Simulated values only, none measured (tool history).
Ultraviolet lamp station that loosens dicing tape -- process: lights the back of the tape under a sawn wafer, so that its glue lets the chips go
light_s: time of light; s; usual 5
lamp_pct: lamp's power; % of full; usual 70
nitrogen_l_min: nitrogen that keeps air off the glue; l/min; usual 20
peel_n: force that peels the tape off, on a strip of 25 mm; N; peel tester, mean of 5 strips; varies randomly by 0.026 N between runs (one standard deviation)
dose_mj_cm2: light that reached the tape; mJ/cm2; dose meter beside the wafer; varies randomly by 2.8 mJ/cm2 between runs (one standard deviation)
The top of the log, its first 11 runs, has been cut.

run   hour  light_s  lamp_pct  nitrogen_l_min  hours of work of the lamp  hours of work since the window was cleaned  peel_n  dose_mj_cm2
     195.8  -- window cleaned of glue's vapour
 12  197.3        5        70              20                        312                                           1   1.253          390
 13  214.6        5        78              20                        321                                           9    1.03          440
 14  227.4        5        70              20                        327                                          15   1.306          393
 15  243.7        5        70              20                        334                                          23   1.276          392
 16  263.1        7        70              20                        344                                          32   0.592          550
 17  283.6        2        60              28                        353                                          42   4.449          130
 18  306.9        5        88              20                        364                                          53   0.801          487
 19  322.2        5        88              12                        372                                          60   1.049          488
 20  341.8        2        88              15                        381                                          69   3.667          194
 21  361.8        5        78              20                        390                                          79   1.037          434
 22  384.7        5        74              11                        401                                          89   1.534          412
 23  408.8        7        69              18                        413                                         101   0.667          539
 24  432.3        6        91              18                        424                                         112   0.488          607
 25  455.6        8        91               6                        435                                         123   0.511          807
 26  476.3        5        70               9                        444                                         133    1.91          383
 27  487.1        5        70               9                        450                                         138   1.847          393
 28  503.9        3        88              20                        458                                         146   2.057          294
 29  514.5        3        88              20                        463                                         151   2.074          295
 30    534        5        70              21                        472                                         160   1.271          391
 31  544.5        4        93              22                        477                                         165   1.086          417
 32  558.2        7        70              11                        483                                         172   0.898          553

Below are 5 alternative next runs, each starting from the tool's condition after run 32. Predict each:
  A   580        3        64              20                        494                                         182       ?            ?
  B   580        2       100               7                        494                                         182       ?            ?
  C   580        7       100              11                        494                                         182       ?            ?
  D   580        7        70              34                        494                                         182       ?            ?
  E   580        7        71              14                        494                                         182       ?            ?

run  peel_n  dose_mj_cm2
  A   3.108          217
  B   3.951          224
  C   0.392          781
  D    0.48          546
  E   0.729          552
What these runs would have given with no unlogged condition in the tool:
run  peel_n  dose_mj_cm2
  A   3.104          217
  B   3.947          224
  C   0.391          782
  D   0.479          547
  E   0.727          553

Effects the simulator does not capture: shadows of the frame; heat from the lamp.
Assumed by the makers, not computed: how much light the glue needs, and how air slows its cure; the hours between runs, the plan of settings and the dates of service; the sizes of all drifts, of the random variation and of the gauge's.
